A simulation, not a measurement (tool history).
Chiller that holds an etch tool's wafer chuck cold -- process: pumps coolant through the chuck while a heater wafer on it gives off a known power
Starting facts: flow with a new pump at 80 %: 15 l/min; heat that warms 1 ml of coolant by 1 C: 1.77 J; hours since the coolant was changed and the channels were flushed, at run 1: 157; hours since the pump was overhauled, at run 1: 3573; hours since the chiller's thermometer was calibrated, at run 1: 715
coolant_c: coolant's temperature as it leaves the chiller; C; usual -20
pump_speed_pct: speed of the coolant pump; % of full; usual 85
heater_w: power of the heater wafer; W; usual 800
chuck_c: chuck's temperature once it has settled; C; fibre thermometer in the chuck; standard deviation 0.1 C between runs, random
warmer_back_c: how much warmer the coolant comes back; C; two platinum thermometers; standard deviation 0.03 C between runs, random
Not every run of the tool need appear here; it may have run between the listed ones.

run	hour	coolant_c	pump_speed_pct	heater_w	hours since the coolant was changed and the channels were flushed	hours since the pump was overhauled	hours since the chiller's thermometer was calibrated	chuck_c	warmer_back_c
1	0	-20	85	800	157	3573	715	-14.5	1.96
2	69	-25	85	800	226	3642	784	-19.6	1.98
3	125.9	-20	62	800	283	3699	840	-12.9	2.69
4	209	-20	62	800	366	3782	924	-13.1	2.7
5	259.4	-20	85	969	417	3832	974	-13.1	2.43
6	299.6	-20	85	800	457	3872	1014	-14.3	2.02
7	346.9	-26	85	800	504	3920	1061	-20.3	1.97
8	416.7	-26	85	800	574	3990	1131	-20.1	2.01
9	464.6	-20	85	800	622	4037	1179	-14.3	1.96
10	541.2	-20	85	800	698	4114	1256	-14.1	2.04
11	611.4	-20	85	800	769	4184	1326	-14	2.04
12	695.8	-20	85	800	853	4269	1410	-14	2.02
13	785	-20	94	800	942	4358	1500	-14.4	1.88
14	828.1	-20	94	800	985	4401	1543	-14.4	1.86
15	908.4	-20	94	800	1066	4481	1623	-14.5	1.85
16	954.5	-20	85	800	1112	4527	1669	-14	2.08
17	1005.7	-20	85	800	1163	4578	1720	-14	2.06
18	1087.6	-13	85	581	1245	4660	1802	-8.6	1.49
19	1156.7	-13	85	581	1314	4730	1871	-8.4	1.45
20	1199.9	-13	85	581	1357	4773	1914	-8.5	1.46
21	1250.1	-13	85	581	1407	4823	1965	-8.6	1.54
22	1328.1	-17	79	638	1485	4901	2043	-11.8	1.75
23	1406.8	-17	79	638	1564	4980	2121	-11.9	1.78
24	1471.9	-10	65	740	1629	5045	2186	-2.9	2.5
25	1557.2	-20	80	540	1714	5130	2272	-15.7	1.51
26	1617.2	-19	84	520	1774	5190	2332	-14.8	1.4
27	1672.4	-19	84	520	1830	5245	2387	-14.8	1.4
28	1713.8	-22	84	520	1871	5287	2428	-17.8	1.41
29	1781	-21	83	461	1938	5354	2496	-17.2	1.23
30	1864.7	-21	83	461	2022	5438	2579	-17.1	1.24
31	1947.4	-21	83	461	2105	5520	2662	-17.1	1.23
32	2029.8	-29	88	827	2187	5603	2744	-22.5	2.17
33	2103.7	-30	78	1015	2261	5677	2818	-21.4	2.96

Below are 3 alternative next runs, each starting from the tool's condition after run 33. Predict each:
A	2160.3	-30	78	520	2318	5733	2875	?	?
B	2160.3	-30	66	1015	2318	5733	2875	?	?
C	2160.3	-30	63	1015	2318	5733	2875	?	?

run	chuck_c	warmer_back_c
A	-25.3	1.5
B	-20.2	3.46
C	-20.1	3.6
Stripped of hidden state, with their random variation kept, the same runs would have yielded:
run	chuck_c	warmer_back_c
A	-26.6	1.19
B	-22.6	2.74
C	-22.5	2.84
